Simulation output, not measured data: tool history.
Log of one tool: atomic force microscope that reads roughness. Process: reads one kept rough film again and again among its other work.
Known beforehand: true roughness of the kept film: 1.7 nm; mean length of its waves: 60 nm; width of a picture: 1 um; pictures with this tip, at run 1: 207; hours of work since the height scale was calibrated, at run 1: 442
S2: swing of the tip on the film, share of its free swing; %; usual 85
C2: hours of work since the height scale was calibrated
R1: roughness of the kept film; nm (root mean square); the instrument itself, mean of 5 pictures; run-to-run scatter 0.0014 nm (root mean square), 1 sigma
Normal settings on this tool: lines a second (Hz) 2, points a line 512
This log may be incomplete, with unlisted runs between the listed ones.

run 1 day=0 | lines_a_second_(Hz)=2 S2=85 points_a_line=512 | pictures_with_this_tip=207 C2=442 | R1=1.509
run 2 day=1.371 | lines_a_second_(Hz)=2 S2=62 points_a_line=512 | pictures_with_this_tip=267 C2=461 | R1=1.618
run 3 day=2.054 | lines_a_second_(Hz)=2 S2=85 points_a_line=512 | pictures_with_this_tip=297 C2=471 | R1=1.504
-- day=2.546 new tip fitted
run 4 day=2.904 | lines_a_second_(Hz)=2 S2=85 points_a_line=512 | pictures_with_this_tip=15 C2=482 | R1=1.519
run 5 day=3.792 | lines_a_second_(Hz)=2 S2=76 points_a_line=512 | pictures_with_this_tip=54 C2=495 | R1=1.573
run 6 day=4.746 | lines_a_second_(Hz)=2 S2=76 points_a_line=512 | pictures_with_this_tip=96 C2=508 | R1=1.571
run 7 day=5.5 | lines_a_second_(Hz)=2 S2=85 points_a_line=257 | pictures_with_this_tip=129 C2=518 | R1=1.504
run 8 day=6.475 | lines_a_second_(Hz)=2 S2=85 points_a_line=257 | pictures_with_this_tip=171 C2=532 | R1=1.505
run 9 day=7.812 | lines_a_second_(Hz)=2 S2=73 points_a_line=257 | pictures_with_this_tip=230 C2=550 | R1=1.569
run 10 day=9.012 | lines_a_second_(Hz)=0.64 S2=85 points_a_line=512 | pictures_with_this_tip=282 C2=567 | R1=1.608
run 11 day=9.662 | lines_a_second_(Hz)=0.51 S2=85 points_a_line=512 | pictures_with_this_tip=310 C2=576 | R1=1.616
-- day=9.804 new tip fitted
run 12 day=10.271 | lines_a_second_(Hz)=0.51 S2=85 points_a_line=512 | pictures_with_this_tip=20 C2=584 | R1=1.641
run 13 day=11.067 | lines_a_second_(Hz)=2 S2=85 points_a_line=512 | pictures_with_this_tip=55 C2=595 | R1=1.519
run 14 day=12.296 | lines_a_second_(Hz)=2 S2=85 points_a_line=512 | pictures_with_this_tip=108 C2=612 | R1=1.515
run 15 day=13.504 | lines_a_second_(Hz)=1.08 S2=85 points_a_line=512 | pictures_with_this_tip=161 C2=628 | R1=1.584
run 16 day=14.646 | lines_a_second_(Hz)=2 S2=85 points_a_line=395 | pictures_with_this_tip=211 C2=644 | R1=1.504
-- day=14.821 height scale calibrated on a step standard
run 17 day=15.538 | lines_a_second_(Hz)=2 S2=85 points_a_line=395 | pictures_with_this_tip=248 C2=10 | R1=1.508
run 18 day=16.158 | lines_a_second_(Hz)=2 S2=58 points_a_line=395 | pictures_with_this_tip=275 C2=18 | R1=1.629
-- day=17.133 new tip fitted
run 19 day=17.183 | lines_a_second_(Hz)=2 S2=58 points_a_line=395 | pictures_with_this_tip=2 C2=32 | R1=1.653
run 20 day=18.017 | lines_a_second_(Hz)=2 S2=58 points_a_line=395 | pictures_with_this_tip=38 C2=44 | R1=1.649
run 21 day=18.896 | lines_a_second_(Hz)=2 S2=58 points_a_line=395 | pictures_with_this_tip=77 C2=56 | R1=1.649
run 22 day=19.629 | lines_a_second_(Hz)=2 S2=58 points_a_line=395 | pictures_with_this_tip=109 C2=66 | R1=1.644
run 23 day=20.654 | lines_a_second_(Hz)=2 S2=62 points_a_line=512 | pictures_with_this_tip=154 C2=80 | R1=1.633
run 24 day=21.479 | lines_a_second_(Hz)=2 S2=85 points_a_line=512 | pictures_with_this_tip=190 C2=92 | R1=1.513
run 25 day=22.242 | lines_a_second_(Hz)=2 S2=85 points_a_line=512 | pictures_with_this_tip=223 C2=102 | R1=1.51

Run 26 comes next. What will it give?
-- day=23.371 height scale calibrated on a step standard, once more
run 26 day=23.471 | lines_a_second_(Hz)=2 S2=70 points_a_line=851 | pictures_with_this_tip=275 C2=1 | R1=?

For run 26 the tool returned R1 1.577 nm (root mean square).
Minus the tool's unlogged condition, the same run would have read R1 1.595 nm (root mean square).
